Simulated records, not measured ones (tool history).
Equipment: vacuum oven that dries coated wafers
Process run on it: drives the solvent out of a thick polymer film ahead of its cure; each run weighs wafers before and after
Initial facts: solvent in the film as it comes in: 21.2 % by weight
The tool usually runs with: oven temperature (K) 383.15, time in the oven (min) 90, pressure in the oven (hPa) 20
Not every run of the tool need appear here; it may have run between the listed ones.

run	day	oven temperature (K)	time in the oven (min)	pressure in the oven (hPa)	solvent left in the film (%)
1	0	383.15	90	20	3.7
2	3.225	383.15	90	20	3.71
3	5.775	383.15	90	20	3.9
4	8.829	383.15	90	20	3.72
5	11.729	383.15	90	20	3.69
6	13.229	383.15	90	13	2.79
7	16.088	378.15	90	13	3.65
8	17.638	378.15	90	20	4.81
9	19.708	383.15	90	20	3.83
10	22.862	383.15	83	20	4
11	26.033	383.15	83	20	3.96
12	27.433	383.15	83	20	4
13	30.688	383.15	83	20	4.05
14	32.908	383.15	83	20	4.06
15	34.621	383.15	83	20	4.06
# day 34.942: oven's thermocouples calibrated
16	36.567	389.15	152	37.4	4.98
# day 39.721: oven's thermocouples calibrated, once more
17	39.721	369.15	47	74.9	18.64
18	41.321	369.15	47	74.9	18.76
19	42.95	369.15	47	74.9	19.14
20	44.946	371.15	90	20	6.95
21	47.462	371.15	90	20	7
22	50.254	382.15	89	72.5	11.35
23	53.329	392.15	90	53	5.9
24	56.383	395.15	63	13	2.04
25	59.088	395.15	145	38.7	4.02
26	60.867	395.15	145	38.7	4.15
27	63.675	384.15	56	24.5	5.6
28	65.796	383.15	90	16.5	3.53
29	68.733	391.15	121	55.1	6.42
30	70.967	383.15	133	66.2	9.85

Branching from run 30: 4 alternative next runs. What would each branch give?
A	72.425	383.15	133	10.9	?
B	72.425	392.15	133	77.6	?
C	72.425	383.15	100	20	?
D	72.425	370.15	133	66.2	?

run	solvent left in the film (%)
A	2.5
B	8.74
C	3.85
D	16.09
Had the tool no hidden state, the same runs would have come out as:
run	solvent left in the film (%)
A	1.69
B	8.06
C	3.04
D	14.73

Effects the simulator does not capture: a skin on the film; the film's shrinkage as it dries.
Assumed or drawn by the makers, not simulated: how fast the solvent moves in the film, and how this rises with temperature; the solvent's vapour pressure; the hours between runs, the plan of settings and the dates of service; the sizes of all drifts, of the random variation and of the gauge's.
